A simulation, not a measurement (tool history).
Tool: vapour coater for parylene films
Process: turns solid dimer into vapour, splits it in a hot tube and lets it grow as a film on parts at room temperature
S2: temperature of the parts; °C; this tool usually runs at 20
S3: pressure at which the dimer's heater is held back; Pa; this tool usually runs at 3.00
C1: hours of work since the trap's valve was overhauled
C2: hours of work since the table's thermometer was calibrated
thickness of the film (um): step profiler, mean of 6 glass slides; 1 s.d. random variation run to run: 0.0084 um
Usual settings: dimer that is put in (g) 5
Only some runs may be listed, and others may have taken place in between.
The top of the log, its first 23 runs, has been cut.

run 24 hour=448.0 | dimer_that_is_put_in_(g)=3 S2=29 S3=5.10 | C1=218 C2=789 | thickness_of_the_film_(um)=0.523
run 25 hour=463.1 | dimer_that_is_put_in_(g)=3 S2=29 S3=5.10 | C1=229 C2=800 | thickness_of_the_film_(um)=0.542
run 26 hour=486.0 | dimer_that_is_put_in_(g)=3 S2=29 S3=5.10 | C1=245 C2=816 | thickness_of_the_film_(um)=0.528
run 27 hour=497.8 | dimer_that_is_put_in_(g)=3 S2=29 S3=5.10 | C1=254 C2=824 | thickness_of_the_film_(um)=0.525
run 28 hour=519.9 | dimer_that_is_put_in_(g)=3 S2=29 S3=5.10 | C1=269 C2=840 | thickness_of_the_film_(um)=0.530
run 29 hour=537.4 | dimer_that_is_put_in_(g)=7 S2=20 S3=3.57 | C1=282 C2=853 | thickness_of_the_film_(um)=1.665
run 30 hour=561.2 | dimer_that_is_put_in_(g)=5 S2=20 S3=3.00 | C1=299 C2=870 | thickness_of_the_film_(um)=1.221
run 31 hour=579.1 | dimer_that_is_put_in_(g)=2 S2=26 S3=3.00 | C1=312 C2=882 | thickness_of_the_film_(um)=0.428
run 32 hour=594.5 | dimer_that_is_put_in_(g)=2 S2=26 S3=3.00 | C1=323 C2=894 | thickness_of_the_film_(um)=0.402
run 33 hour=609.3 | dimer_that_is_put_in_(g)=2 S2=26 S3=3.00 | C1=333 C2=904 | thickness_of_the_film_(um)=0.408
run 34 hour=625.9 | dimer_that_is_put_in_(g)=2 S2=26 S3=3.00 | C1=345 C2=916 | thickness_of_the_film_(um)=0.409
run 35 hour=651.5 | dimer_that_is_put_in_(g)=2 S2=26 S3=3.00 | C1=363 C2=934 | thickness_of_the_film_(um)=0.396
run 36 hour=667.1 | dimer_that_is_put_in_(g)=2 S2=26 S3=3.00 | C1=374 C2=945 | thickness_of_the_film_(um)=0.407
run 37 hour=680.8 | dimer_that_is_put_in_(g)=6 S2=20 S3=6.74 | C1=384 C2=955 | thickness_of_the_film_(um)=1.265
run 38 hour=696.0 | dimer_that_is_put_in_(g)=6 S2=20 S3=6.74 | C1=395 C2=966 | thickness_of_the_film_(um)=1.255
run 39 hour=713.0 | dimer_that_is_put_in_(g)=6 S2=21 S3=3.34 | C1=407 C2=978 | thickness_of_the_film_(um)=1.347
run 40 hour=728.4 | dimer_that_is_put_in_(g)=5 S2=23 S3=5.63 | C1=418 C2=989 | thickness_of_the_film_(um)=0.994

Predict each of these 3 candidate next runs independently; none follows another, all start after run 40:
run A hour=754.6 | dimer_that_is_put_in_(g)=5 S2=17 S3=2.19 | C1=437 C2=1008 | thickness_of_the_film_(um)=?
run B hour=754.6 | dimer_that_is_put_in_(g)=5 S2=26 S3=3.00 | C1=437 C2=1008 | thickness_of_the_film_(um)=?
run C hour=754.6 | dimer_that_is_put_in_(g)=8 S2=12 S3=3.00 | C1=437 C2=1008 | thickness_of_the_film_(um)=?

run=A thickness_of_the_film_(um)=1.348
run=B thickness_of_the_film_(um)=0.989
run=C thickness_of_the_film_(um)=2.184
The same runs, with their run-to-run variation unchanged, on a tool lacking any hidden condition would have given:
run=A thickness_of_the_film_(um)=1.491
run=B thickness_of_the_film_(um)=1.095
run=C thickness_of_the_film_(um)=2.383

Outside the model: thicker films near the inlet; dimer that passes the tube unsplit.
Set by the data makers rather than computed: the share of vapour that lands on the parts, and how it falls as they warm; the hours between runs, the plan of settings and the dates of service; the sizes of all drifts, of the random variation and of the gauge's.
